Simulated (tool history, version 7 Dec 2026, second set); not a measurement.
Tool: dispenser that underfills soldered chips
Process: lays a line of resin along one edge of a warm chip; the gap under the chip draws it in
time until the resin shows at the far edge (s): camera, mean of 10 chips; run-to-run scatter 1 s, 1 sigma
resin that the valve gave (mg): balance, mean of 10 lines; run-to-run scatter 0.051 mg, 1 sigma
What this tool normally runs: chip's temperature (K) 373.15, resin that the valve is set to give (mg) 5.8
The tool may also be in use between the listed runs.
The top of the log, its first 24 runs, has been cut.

run,day,chip's temperature (K),resin that the valve is set to give (mg),time until the resin shows at the far edge (s),resin that the valve gave (mg)
# day 11.038: new syringe of resin
25,11.392,367.15,5.31,190.7,5.22
# day 11.504: new syringe of resin
26,11.733,361.15,5.77,201.6,5.75
# day 11.95: new syringe of resin
27,12.354,379.15,5.99,137.3,5.91
# day 12.396: new syringe of resin
# day 12.846: new syringe of resin
28,12.962,377.15,7.08,101.9,6.99
# day 13.308: new syringe of resin
29,13.412,368.15,5,146,4.86
# day 13.754: new syringe of resin
30,13.888,368.15,5,148,4.89
# day 14.208: new syringe of resin
31,14.496,368.15,5,178.5,4.89
# day 14.675: new syringe of resin
32,14.917,358.15,6.9,231.8,6.61
# day 15.112: new syringe of resin
33,15.225,358.15,6.9,190.8,6.65
# day 15.562: new syringe of resin
34,15.588,358.15,6.9,172.3,6.68

Consider 3 possible next runs. They are alternatives, not a sequence: every one starts from the tool as it was left by run 34. What does each give?
# day 15.988: new syringe of resin
A,16.142,361.15,5.77,?,?
# day 15.988: new syringe of resin
B,16.142,381.15,7.26,?,?
# day 15.988: new syringe of resin
C,16.142,387.15,6.9,?,?

run,time until the resin shows at the far edge (s),resin that the valve gave (mg)
A,191.2,5.54
B,96.1,6.86
C,81.8,6.5
The same runs, with their run-to-run variation unchanged, on a tool lacking any hidden condition would have given:
run,time until the resin shows at the far edge (s),resin that the valve gave (mg)
A,149.8,5.83
B,76.1,7.22
C,64.8,6.84

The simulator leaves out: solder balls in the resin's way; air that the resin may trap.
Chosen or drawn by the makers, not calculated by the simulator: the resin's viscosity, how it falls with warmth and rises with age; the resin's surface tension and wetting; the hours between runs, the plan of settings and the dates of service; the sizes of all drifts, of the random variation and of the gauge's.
